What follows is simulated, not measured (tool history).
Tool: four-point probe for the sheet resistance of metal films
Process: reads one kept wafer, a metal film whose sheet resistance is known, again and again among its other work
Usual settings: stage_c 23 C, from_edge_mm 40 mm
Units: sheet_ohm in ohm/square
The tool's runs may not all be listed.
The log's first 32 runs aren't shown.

run 33 hour=445.8 | stage_c=24 from_edge_mm=6 | sheet_ohm=29.278805
run 34 hour=455.2 | stage_c=35 from_edge_mm=5 | sheet_ohm=29.324788
run 35 hour=469.4 | stage_c=35 from_edge_mm=56 | sheet_ohm=29.159538
run 36 hour=481.1 | stage_c=35 from_edge_mm=56 | sheet_ohm=29.150311
run 37 hour=489.7 | stage_c=24 from_edge_mm=58 | sheet_ohm=29.162069
run 38 hour=506.5 | stage_c=18 from_edge_mm=56 | sheet_ohm=29.168255
run 39 hour=522.4 | stage_c=31 from_edge_mm=40 | sheet_ohm=29.161361
run 40 hour=542 | stage_c=19 from_edge_mm=31 | sheet_ohm=29.16214
run 41 hour=561.1 | stage_c=19 from_edge_mm=26 | sheet_ohm=29.156893
run 42 hour=573.6 | stage_c=24 from_edge_mm=5 | sheet_ohm=29.303382
run 43 hour=589.3 | stage_c=24 from_edge_mm=5 | sheet_ohm=29.308022
run 44 hour=608.5 | stage_c=24 from_edge_mm=7 | sheet_ohm=29.214834
run 45 hour=627.8 | stage_c=20 from_edge_mm=17 | sheet_ohm=29.151899

4 ways to go on from here, each from the tool as it stands after run 45. What would each give?
run A hour=636.7 | stage_c=24 from_edge_mm=27 | sheet_ohm=?
run B hour=636.7 | stage_c=24 from_edge_mm=12 | sheet_ohm=?
run C hour=636.7 | stage_c=20 from_edge_mm=63 | sheet_ohm=?
run D hour=636.7 | stage_c=23 from_edge_mm=7 | sheet_ohm=?

run=A sheet_ohm=29.139186
run=B sheet_ohm=29.167483
run=C sheet_ohm=29.151559
run=D sheet_ohm=29.222725
Without the tool's hidden state the same runs would have given:
run=A sheet_ohm=29.10948
run=B sheet_ohm=29.137748
run=C sheet_ohm=29.121613
run=D sheet_ohm=29.192879
